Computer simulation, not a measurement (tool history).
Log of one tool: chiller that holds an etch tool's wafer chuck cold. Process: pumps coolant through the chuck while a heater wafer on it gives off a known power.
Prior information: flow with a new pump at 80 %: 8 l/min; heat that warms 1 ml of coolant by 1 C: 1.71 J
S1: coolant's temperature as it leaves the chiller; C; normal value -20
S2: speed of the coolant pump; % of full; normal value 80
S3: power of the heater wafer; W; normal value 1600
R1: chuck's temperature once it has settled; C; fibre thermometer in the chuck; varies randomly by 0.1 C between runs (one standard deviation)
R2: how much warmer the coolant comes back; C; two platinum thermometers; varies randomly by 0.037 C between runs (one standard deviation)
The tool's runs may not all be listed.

{"run": 1, "day": 0.0, "S1": -20, "S2": 80, "S3": 1600, "R1": -5.9, "R2": 7.01}
{"run": 2, "day": 1.104, "S1": -20, "S2": 80, "S3": 1600, "R1": -6, "R2": 7.01}
{"run": 3, "day": 2.096, "S1": -20, "S2": 80, "S3": 1600, "R1": -6.1, "R2": 7.01}
{"run": 4, "day": 3.767, "S1": -20, "S2": 80, "S3": 1600, "R1": -6, "R2": 7.09}
{"run": 5, "day": 4.721, "S1": -20, "S2": 80, "S3": 1600, "R1": -6, "R2": 6.96}
{"run": 6, "day": 6.462, "S1": -20, "S2": 62, "S3": 1600, "R1": -2.5, "R2": 9.14}
{"run": 7, "day": 8.35, "S1": -20, "S2": 62, "S3": 1600, "R1": -2.4, "R2": 9.18}
{"run": 8, "day": 9.342, "S1": -29, "S2": 80, "S3": 1600, "R1": -15.1, "R2": 6.97}
{"run": 9, "day": 10.275, "S1": -29, "S2": 80, "S3": 1600, "R1": -15.1, "R2": 7.01}
{"run": 10, "day": 11.346, "S1": -29, "S2": 80, "S3": 1600, "R1": -15, "R2": 7.01}
{"run": 11, "day": 12.829, "S1": -29, "S2": 80, "S3": 1600, "R1": -15, "R2": 6.94}
{"run": 12, "day": 13.967, "S1": -29, "S2": 80, "S3": 1600, "R1": -15.2, "R2": 7.06}
{"run": 13, "day": 16.125, "S1": -20, "S2": 80, "S3": 2132, "R1": -1.5, "R2": 9.35}
{"run": 14, "day": 17.588, "S1": -12, "S2": 94, "S3": 1600, "R1": 0.1, "R2": 5.92}
{"run": 15, "day": 18.979, "S1": -28, "S2": 74, "S3": 1518, "R1": -13.9, "R2": 7.22}
{"run": 16, "day": 21.079, "S1": -27, "S2": 60, "S3": 946, "R1": -16.2, "R2": 5.61}
{"run": 17, "day": 23.146, "S1": -20, "S2": 63, "S3": 999, "R1": -9.3, "R2": 5.6}
{"run": 18, "day": 24.762, "S1": -24, "S2": 78, "S3": 1416, "R1": -11.5, "R2": 6.33}
{"run": 19, "day": 26.512, "S1": -12, "S2": 98, "S3": 1124, "R1": -3.9, "R2": 3.96}
{"run": 20, "day": 28.788, "S1": -20, "S2": 76, "S3": 1124, "R1": -9.8, "R2": 5.17}
{"run": 21, "day": 30.588, "S1": -20, "S2": 76, "S3": 1124, "R1": -9.7, "R2": 5.21}
{"run": 22, "day": 32.717, "S1": -16, "S2": 67, "S3": 1545, "R1": -0.1, "R2": 8.17}
{"run": 23, "day": 34.496, "S1": -23, "S2": 62, "S3": 1306, "R1": -8.7, "R2": 7.47}
{"run": 24, "day": 36.121, "S1": -23, "S2": 62, "S3": 1306, "R1": -8.7, "R2": 7.47}
{"run": 25, "day": 38.292, "S1": -18, "S2": 77, "S3": 2213, "R1": 1.9, "R2": 10.15}

5 options for the next run, each taken on its own from the tool as it stands now. Forecast them:
{"run": "A", "day": 39.358, "S1": -26, "S2": 77, "S3": 1194, "R1": "?", "R2": "?"}
{"run": "B", "day": 39.358, "S1": -18, "S2": 84, "S3": 1894, "R1": "?", "R2": "?"}
{"run": "C", "day": 39.358, "S1": -22, "S2": 80, "S3": 1557, "R1": "?", "R2": "?"}
{"run": "D", "day": 39.358, "S1": -15, "S2": 80, "S3": 1323, "R1": "?", "R2": "?"}
{"run": "E", "day": 39.358, "S1": -13, "S2": 63, "S3": 1142, "R1": "?", "R2": "?"}

run=A R1=-15.1 R2=5.48
run=B R1=-2.2 R2=7.88
run=C R1=-8.3 R2=6.81
run=D R1=-3.4 R2=5.74
run=E R1=-0.8 R2=6.45
Stripped of hidden state, with their random variation kept, the same runs would have yielded:
run=A R1=-15.1 R2=5.48
run=B R1=-2.2 R2=7.88
run=C R1=-8.3 R2=6.81
run=D R1=-3.5 R2=5.74
run=E R1=-0.8 R2=6.44
